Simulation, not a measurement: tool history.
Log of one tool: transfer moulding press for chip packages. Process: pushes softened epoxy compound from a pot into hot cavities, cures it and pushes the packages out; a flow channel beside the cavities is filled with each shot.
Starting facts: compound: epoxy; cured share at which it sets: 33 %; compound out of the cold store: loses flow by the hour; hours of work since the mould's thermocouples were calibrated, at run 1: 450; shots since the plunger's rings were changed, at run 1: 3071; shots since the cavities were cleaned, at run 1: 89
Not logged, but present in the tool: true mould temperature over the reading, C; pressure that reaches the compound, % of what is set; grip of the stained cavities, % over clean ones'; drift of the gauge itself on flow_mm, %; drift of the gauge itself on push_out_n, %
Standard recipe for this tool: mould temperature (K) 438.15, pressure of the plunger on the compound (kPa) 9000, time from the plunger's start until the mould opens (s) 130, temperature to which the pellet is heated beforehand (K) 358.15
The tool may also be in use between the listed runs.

run,hour,mould temperature (K),pressure of the plunger on the compound (kPa),time from the plunger's start until the mould opens (s),temperature to which the pellet is heated beforehand (K),hours of work since the mould's thermocouples were calibrated,shots since the plunger's rings were changed,shots since the cavities were cleaned,incoming compound's hours out of the cold store,length that the compound runs in the flow channel (mm),greatest force on the pins that push the packages out (N)
1,0.0,438.15,9000,130,358.15,450,3071,89,42.8,585,230
2,25.8,438.15,9000,130,358.15,464,3263,281,31.4,598,291
3,42.2,438.15,9000,130,358.15,472,3384,402,22.3,627,325
4,63.9,438.15,9000,130,358.15,483,3545,563,28.9,597,350
5,84.1,438.15,9000,130,358.15,494,3696,714,46.9,581,377
6,96.8,438.15,9000,130,358.15,500,3790,808,27.6,614,397
# hour 111.2: cavities cleaned with cleaning compound and waxed
7,115.0,438.15,9000,130,367.15,509,3914,28,37.8,598,453
8,136.2,438.15,9000,130,367.15,520,4072,186,20.4,614,465
9,148.9,438.15,9000,130,367.15,526,4165,279,28.2,600,466
10,161.6,438.15,9000,130,367.15,533,4260,374,26.9,614,467
11,173.1,438.15,9000,130,367.15,539,4345,459,15.7,612,454
# hour 193.1: mould's thermocouples calibrated
12,193.1,438.15,9000,130,367.15,0,4479,593,17.2,618,455
13,215.4,438.15,9000,130,367.15,12,4644,758,19.2,620,469
# hour 220.9: cavities cleaned with cleaning compound and waxed, once more
14,229.3,438.15,8690,130,358.15,18,4736,62,20.7,605,226
15,246.6,438.15,8760,165,358.15,27,4865,191,9.4,633,230
16,262.9,442.15,7210,126,367.15,35,4985,311,46.6,491,269
17,284.1,442.15,7210,147,360.15,46,5143,469,10.5,545,306
18,308.7,431.15,8870,135,358.15,59,5326,652,33.8,603,542
19,331.0,431.15,8870,135,358.15,70,5491,817,19.5,634,562
# hour 342.3: plunger's sealing rings changed
# hour 346.0: cavities cleaned with cleaning compound and waxed
20,351.3,431.15,8870,135,358.15,79,56,39,44.0,642,306
21,368.8,442.15,6820,130,358.15,88,186,169,41.0,531,241
22,387.8,442.15,9790,140,357.15,97,327,310,22.9,649,272
23,401.5,444.15,9660,162,357.15,105,429,412,15.1,670,277
24,415.5,444.15,9660,162,357.15,112,533,516,40.0,613,310
25,440.9,442.15,9180,130,354.15,125,721,704,40.9,595,328
26,462.8,442.15,10160,130,354.15,136,884,867,27.4,666,364
# hour 469.7: cavities cleaned with cleaning compound and waxed
27,482.7,435.15,9000,146,363.15,146,1021,97,42.6,616,235
28,507.2,438.15,10260,130,363.15,158,1202,278,19.8,677,308

What differs in the tool's unlogged condition from the final listed run ahead of each entry between runs to the first listed run following it?
Between runs 6 and 7: cavities cleaned with cleaning compound and waxed (hour 111.2)
  true mould temperature over the reading, C: 0.57 -> 0.58; pressure that reaches the compound, % of what is set: 89.67 -> 89.34; grip of the stained cavities, % over clean ones': 100.6 -> 140.8
  measured result minus the result with no hidden state, length that the compound runs in the flow channel (mm): -37 -> -37; greatest force on the pins that push the packages out (N): +192 -> +263
Between runs 11 and 12: mould's thermocouples calibrated (hour 193.1)
  true mould temperature over the reading, C: 0.6 -> 0.29; pressure that reaches the compound, % of what is set: 88.28 -> 87.92; grip of the stained cavities, % over clean ones': 137.1 -> 136.4
  measured result minus the result with no hidden state, length that the compound runs in the flow channel (mm): -42 -> -42; greatest force on the pins that push the packages out (N): +262 -> +260
Between runs 13 and 14: cavities cleaned with cleaning compound and waxed, once more (hour 220.9)
  true mould temperature over the reading, C: 0.3 -> 0.31; pressure that reaches the compound, % of what is set: 87.48 -> 87.26; grip of the stained cavities, % over clean ones': 135.8 -> 14.1
  measured result minus the result with no hidden state, length that the compound runs in the flow channel (mm): -44 -> -44; greatest force on the pins that push the packages out (N): +270 -> +26
Between runs 19 and 20: plunger's sealing rings changed (hour 342.3); cavities cleaned with cleaning compound and waxed (hour 346.0)
  true mould temperature over the reading, C: 0.35 -> 0.36; pressure that reaches the compound, % of what is set: 85.27 -> 99.63; grip of the stained cavities, % over clean ones': 101.8 -> 11.6
  measured result minus the result with no hidden state, length that the compound runs in the flow channel (mm): -54 -> -3; greatest force on the pins that push the packages out (N): +276 -> +25
Between runs 26 and 27: cavities cleaned with cleaning compound and waxed (hour 469.7)
  true mould temperature over the reading, C: 0.41 -> 0.42; pressure that reaches the compound, % of what is set: 97.45 -> 97.09; grip of the stained cavities, % over clean ones': 105.1 -> 20.2
  measured result minus the result with no hidden state, length that the compound runs in the flow channel (mm): -10 -> -10; greatest force on the pins that push the packages out (N): +183 -> +37

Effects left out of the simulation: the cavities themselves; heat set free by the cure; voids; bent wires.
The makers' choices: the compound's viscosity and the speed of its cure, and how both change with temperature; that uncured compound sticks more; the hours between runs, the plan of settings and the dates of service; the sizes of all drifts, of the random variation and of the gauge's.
